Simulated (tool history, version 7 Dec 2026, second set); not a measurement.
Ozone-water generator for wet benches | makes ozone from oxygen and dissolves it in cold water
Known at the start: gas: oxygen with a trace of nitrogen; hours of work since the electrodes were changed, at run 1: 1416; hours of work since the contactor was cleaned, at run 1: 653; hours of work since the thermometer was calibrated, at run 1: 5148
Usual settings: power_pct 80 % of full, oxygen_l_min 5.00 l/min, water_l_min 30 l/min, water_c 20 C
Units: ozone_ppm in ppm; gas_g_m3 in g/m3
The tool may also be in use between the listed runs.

run    hour  power_pct  oxygen_l_min  water_l_min  water_c  hours of work since the electrodes were changed  hours of work since the contactor was cleaned  hours of work since the thermometer was calibrated  ozone_ppm  gas_g_m3
  1     0.0         80          5.00           30       20                                             1416                                            653                                                5148       10.2     172.4
  2    34.2         80          5.00           30       20                                             1437                                            674                                                5169       10.3     170.9
  3   100.0         80          5.00           30       20                                             1478                                            716                                                5210       10.3     172.8
  4   161.8         80          5.00           30       20                                             1516                                            754                                                5249       10.2     173.7
  5   202.0         80          5.00           30       15                                             1542                                            779                                                5274       10.9     172.8
      236.8  -- water thermometer calibrated
  6   246.9         80          5.00           30       20                                             1569                                            807                                                   6       10.6     173.0
  7   311.6         80          5.00           30       20                                             1610                                            847                                                  47       10.4     171.7
  8   342.2         80          5.00           30       20                                             1629                                            866                                                  66       10.4     173.0
  9   390.7         80          5.00           30       20                                             1659                                            896                                                  96       10.4     172.9
 10   427.3         80          5.00           30       25                                             1682                                            919                                                 119        9.7     174.8
 11   479.6         80          5.00           30       20                                             1714                                            952                                                 151       10.2     174.1
 12   517.8         80          5.00           30       20                                             1738                                            976                                                 175       10.5     173.1
 13   572.7         80          5.00           30       20                                             1772                                           1010                                                 209       10.1     176.4
 14   606.4         80          5.00           30       20                                             1793                                           1031                                                 231       10.3     175.3
 15   676.2         80          5.00           30       20                                             1837                                           1075                                                 274       10.1     174.5
 16   717.8         80          5.00           30       20                                             1863                                           1101                                                 300       10.2     174.4
 17   751.7         80          5.00           18       20                                             1884                                           1122                                                 321       16.5     175.0
 18   788.4         80          5.00           18       20                                             1907                                           1145                                                 344       16.3     174.9
 19   832.3         55          5.00           41       20                                             1934                                           1172                                                 371        5.8     130.5
 20   894.3         55          2.80           41       20                                             1973                                           1211                                                 410        4.3     157.1
 21   957.9         55          8.19           21       20                                             2013                                           1250                                                 450       11.6     114.0
 22   992.3         55          8.19           21       20                                             2034                                           1272                                                 471       11.7     114.1
 23  1043.3         55          8.19           21       20                                             2066                                           1304                                                 503       11.8     114.1
 24  1079.8         55          8.19           21       20                                             2089                                           1326                                                 526       11.8     113.7
 25  1127.4         55          8.19           21       19                                             2118                                           1356                                                 556       12.0     115.8
 26  1164.9         59          5.87           23       13                                             2142                                           1379                                                 579       11.9     133.4
 27  1213.8         45          5.87           23       17                                             2172                                           1410                                                 609        9.1     108.8
 28  1253.3         80          5.00           30       14                                             2197                                           1435                                                 634       11.3     174.4
 29  1288.7         80          5.00           30       14                                             2219                                           1457                                                 656       10.9     176.5
 30  1337.2         77          5.00           30       20                                             2249                                           1487                                                 686       10.0     171.7
 31  1404.0         63          8.47           46       17                                             2291                                           1528                                                 728        7.0     125.8

Measured less the same run without the tool's hidden state. The same run-to-run variation is in both; the gauge's scatter may not be:
The hidden state here: yield of the discharge, % of new electrodes'; contactor's efficiency, % of a clean one's; true water temperature over the reading, C; drift of the gauge itself on ozone_ppm, %; drift of the gauge itself on gas_g_m3, %.
run  gas_g_m3
  1      +0.0
  2      +0.1
  3      +0.2
  4      +0.4
  5      +0.6
  6      +0.8
  7      +1.0
  8      +1.1
  9      +1.2
 10      +1.5
 11      +1.5
 12      +1.6
 13      +1.9
 14      +2.0
 15      +2.2
 16      +2.4
 17      +2.5
 18      +2.6
 19      +2.1
 20      +2.7
 21      +2.1
 22      +2.1
 23      +2.3
 24      +2.4
 25      +2.5
 26      +3.0
 27      +2.5
 28      +4.1
 29      +4.3
 30      +4.4
 31      +3.4
ozone_ppm: within 0.1 ppm of the measured result in every run.

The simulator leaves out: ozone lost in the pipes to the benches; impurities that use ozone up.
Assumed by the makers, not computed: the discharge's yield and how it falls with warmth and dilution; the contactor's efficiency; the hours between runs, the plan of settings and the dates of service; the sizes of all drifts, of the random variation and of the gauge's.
